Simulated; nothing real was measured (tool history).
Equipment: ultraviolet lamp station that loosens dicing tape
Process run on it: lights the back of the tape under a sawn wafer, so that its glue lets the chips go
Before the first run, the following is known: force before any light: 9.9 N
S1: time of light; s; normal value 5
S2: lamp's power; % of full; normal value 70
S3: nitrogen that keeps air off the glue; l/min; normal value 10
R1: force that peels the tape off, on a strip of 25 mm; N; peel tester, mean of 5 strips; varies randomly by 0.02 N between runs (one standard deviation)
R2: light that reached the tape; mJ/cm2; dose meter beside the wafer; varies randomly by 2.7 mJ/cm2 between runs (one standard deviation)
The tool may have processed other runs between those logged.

run   hour  S1  S2  S3     R1   R2
  1      0   5  70  10  1.265  298
  2   19.5   4  70  10  1.966  239
  3   41.3   4  70  11   1.83  238
  4   86.9   5  70  19  0.857  296
  5  131.8   5  70  19  0.878  288
  6  180.1   9  70  10  0.406  515
  7    220   9  70  10  0.426  515
  8  246.9   5  70  10  1.481  280
  9  276.9   5  70  10  1.433  276
 10    307   5  70  10  1.473  274
 11  341.3   5  70  10  1.576  274
 12  379.6   5  70  10  1.529  271
 13  399.7   5  70  10  1.609  268
 14  432.4   5  70  10  1.661  260
 15  455.2   5  70   4  2.924  265
 16  476.4   5  70   4  2.932  261
 17  503.6   5  70   4   2.85  259
 18  525.7   5  70   4  3.004  254
 19  557.1   5  75  10  1.548  275
 20  599.8   5  70  10  1.791  252
 21  645.9   5  70  10  1.732  250
 22  686.1   4  75   7  2.855  208
     694.2  -- window cleaned of glue's vapour
 23  724.1   5  74  14  1.088  284
 24    758   2  85   4  5.424  130
 25  797.6   9  85  10  0.317  586
 26  832.3   5  62  14  1.592  229

For run 27, what comes out?
 27  852.9   6  83  14   ?   ?

{"run 27": {"R1": 0.662, "R2": 371}}
On a tool with no hidden condition, and with the same random variation, this run would have come out at R1 0.359 N, R2 497 mJ/cm2.
